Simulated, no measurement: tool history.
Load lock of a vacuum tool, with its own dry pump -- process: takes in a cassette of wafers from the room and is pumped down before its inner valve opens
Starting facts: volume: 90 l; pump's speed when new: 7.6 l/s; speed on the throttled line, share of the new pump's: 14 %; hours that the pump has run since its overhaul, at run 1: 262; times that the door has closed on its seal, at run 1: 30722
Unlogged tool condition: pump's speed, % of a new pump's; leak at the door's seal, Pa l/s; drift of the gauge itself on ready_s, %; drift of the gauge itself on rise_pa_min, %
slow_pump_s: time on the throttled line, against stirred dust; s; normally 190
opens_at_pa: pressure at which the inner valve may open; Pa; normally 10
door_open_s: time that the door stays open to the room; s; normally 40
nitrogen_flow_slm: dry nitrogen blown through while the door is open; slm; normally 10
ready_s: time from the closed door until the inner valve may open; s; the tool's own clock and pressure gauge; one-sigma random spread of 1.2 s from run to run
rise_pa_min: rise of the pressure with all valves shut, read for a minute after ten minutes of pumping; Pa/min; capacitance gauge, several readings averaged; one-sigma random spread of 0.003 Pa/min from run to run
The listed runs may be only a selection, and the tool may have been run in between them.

run    hour  slow_pump_s  opens_at_pa  door_open_s  nitrogen_flow_slm  hours that the pump has run since its overhaul  times that the door has closed on its seal  incoming humidity of the room's air, %  ready_s  rise_pa_min
  1     0.0          190           10           40                 10                                             262                                       30722                                    45.3    277.0        0.207
  2   297.4          232           10           40                 10                                             560                                       32028                                    49.2    312.3        0.219
  3   530.5          232           10           40                 10                                             793                                       33053                                    45.7    312.3        0.228
  4   890.3          232           10           40                 10                                            1153                                       34634                                    46.7    311.3        0.239
  5  1180.1          232            9           40                 10                                            1443                                       35908                                    45.9    312.5        0.253
  6  1657.6          232            9           40                 10                                            1920                                       38007                                    44.5    315.2        0.265
  7  2036.5          190           10           40                 10                                            2299                                       39672                                    45.4    277.5        0.290
  8  2446.3          190           10           42                 10                                            2709                                       41473                                    44.6    276.9        0.297
  9  2734.0          252           10           42                 10                                            2996                                       42738                                    40.2    330.2        0.306
 10  3181.4          190           10           40                 10                                            3444                                       44704                                    44.6    279.4        0.325
 11  3486.6          190           10           40                 10                                            3749                                       46046                                    46.0    278.5        0.344
 12  3966.6          190           10           40                 10                                            4229                                       48155                                    44.3    276.8        0.357
 13  4399.0          190           10           40                 10                                            4661                                       50056                                    44.0    279.0        0.393
 14  4897.7          190           12           40                 41                                            5160                                       52247                                    42.2    278.7        0.402
 15  5172.9          199           12           40                  6                                            5435                                       53457                                    42.3    285.9        0.433
 16  5634.3          199           12           40                  6                                            5897                                       55485                                    45.4    287.6        0.443
 17  5945.3          199           12           40                  6                                            6208                                       56852                                    46.2    286.7        0.469
 18  6379.0          286            8           53                 10                                            6641                                       58758                                    46.5    365.0        0.488
 19  6844.2          286            8          110                 16                                            7107                                       60803                                    44.2    364.8        0.528
 20  7141.3          157           15           38                 16                                            7404                                       62108                                    44.0    248.0        0.510
 21  7577.5          190           10           40                 39                                            7840                                       64025                                    47.8    279.5        0.549
 22  7873.4          168           17           40                 10                                            8136                                       65326                                    41.7    255.2        0.578
 23  8116.6          226           13          173                 13                                            8379                                       66395                                    46.6    309.0        0.611
 24  8552.1          226            7          102                 13                                            8814                                       68309                                    43.9    319.2        0.623

Alternative continuations, all from the tool just after run 24; predict every row:
  A  8762.6          226           18          102                 13                                            9025                                       69234                                    44.6        ?            ?
  B  8762.6          226            9          102                 13                                            9025                                       69234                                    45.6        ?            ?
  C  8762.6          190           14           40                 10                                            9025                                       69234                                    46.0        ?            ?

run  ready_s  rise_pa_min
  A    304.9        0.635
  B    315.4        0.643
  C    280.0        0.610
Take away the tool's hidden state, keep each run's random variation, and the runs would have read:
run  ready_s  rise_pa_min
  A    298.2        0.048
  B    307.9        0.053
  C    272.6        0.028

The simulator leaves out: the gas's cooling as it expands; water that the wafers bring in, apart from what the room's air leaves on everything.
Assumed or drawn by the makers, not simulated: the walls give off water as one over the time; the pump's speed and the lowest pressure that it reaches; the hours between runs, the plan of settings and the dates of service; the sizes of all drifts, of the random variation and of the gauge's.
